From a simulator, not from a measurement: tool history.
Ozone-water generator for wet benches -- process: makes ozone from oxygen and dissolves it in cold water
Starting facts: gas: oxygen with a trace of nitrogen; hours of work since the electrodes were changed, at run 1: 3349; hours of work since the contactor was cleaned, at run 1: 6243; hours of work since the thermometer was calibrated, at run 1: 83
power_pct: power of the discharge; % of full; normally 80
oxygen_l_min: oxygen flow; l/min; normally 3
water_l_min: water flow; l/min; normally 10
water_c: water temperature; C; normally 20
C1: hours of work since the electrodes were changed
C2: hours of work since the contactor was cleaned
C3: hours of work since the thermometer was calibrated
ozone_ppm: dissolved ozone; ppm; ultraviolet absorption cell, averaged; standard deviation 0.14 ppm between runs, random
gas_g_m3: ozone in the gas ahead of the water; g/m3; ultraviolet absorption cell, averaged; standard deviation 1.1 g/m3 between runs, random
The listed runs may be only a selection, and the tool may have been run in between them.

Run 1, hour 0.0: usual settings; C1 3349; C2 6243; C3 83. Result: ozone_ppm 13.8 ppm, gas_g_m3 174.0 g/m3.
Run 2, hour 182.4: usual settings; C1 3471; C2 6365; C3 205. Result: ozone_ppm 13.6 ppm, gas_g_m3 169.7 g/m3.
Run 3, hour 306.6: usual settings; C1 3554; C2 6448; C3 289. Result: ozone_ppm 13.7 ppm, gas_g_m3 171.7 g/m3.
Run 4, hour 426.8: usual settings; C1 3635; C2 6529; C3 369. Result: ozone_ppm 13.5 ppm, gas_g_m3 169.4 g/m3.
Run 5, hour 626.5: usual settings; C1 3769; C2 6663; C3 503. Result: ozone_ppm 13.4 ppm, gas_g_m3 168.7 g/m3.
Run 6, hour 792.3: usual settings; C1 3880; C2 6774; C3 614. Result: ozone_ppm 13.3 ppm, gas_g_m3 168.4 g/m3.
Run 7, hour 988.6: usual settings; C1 4011; C2 6905; C3 746. Result: ozone_ppm 13.3 ppm, gas_g_m3 168.5 g/m3.
At hour 1001.9: contactor cleaned.
Run 8, hour 1155.1: usual settings; C1 4120; C2 103; C3 855. Result: ozone_ppm 12.6 ppm, gas_g_m3 167.1 g/m3.
Run 9, hour 1270.7: usual settings; C1 4198; C2 180; C3 932. Result: ozone_ppm 12.5 ppm, gas_g_m3 168.7 g/m3.
Run 10, hour 1353.1: usual settings; C1 4253; C2 235; C3 987. Result: ozone_ppm 12.5 ppm, gas_g_m3 166.7 g/m3.
Run 11, hour 1442.9: usual settings; C1 4313; C2 296; C3 1048. Result: ozone_ppm 12.7 ppm, gas_g_m3 168.4 g/m3.
Run 12, hour 1592.4: usual settings but power_pct 88 % of full; C1 4414; C2 396; C3 1148. Result: ozone_ppm 13.4 ppm, gas_g_m3 181.2 g/m3.
Run 13, hour 1713.2: usual settings but power_pct 88 % of full; C1 4494; C2 477; C3 1229. Result: ozone_ppm 13.6 ppm, gas_g_m3 180.1 g/m3.
At hour 1831.2: contactor cleaned, once more.
Run 14, hour 1869.3: usual settings but power_pct 88 % of full; C1 4596; C2 26; C3 1331. Result: ozone_ppm 16.0 ppm, gas_g_m3 179.4 g/m3.
Run 15, hour 2010.5: usual settings but power_pct 88 % of full; C1 4691; C2 120; C3 1425. Result: ozone_ppm 15.5 ppm, gas_g_m3 179.5 g/m3.

Run 16 comes next. What will it give?
Run 16, hour 2198.7: usual settings; C1 4817; C2 246; C3 1551. Result: ozone_ppm ?, gas_g_m3 ?.

{"run 16": {"ozone_ppm": 14.8, "gas_g_m3": 167.0}}
Take away the tool's hidden state, keep the run-to-run variation as it was, and the same run would have given ozone_ppm 16.8 ppm, gas_g_m3 189.2 g/m3.
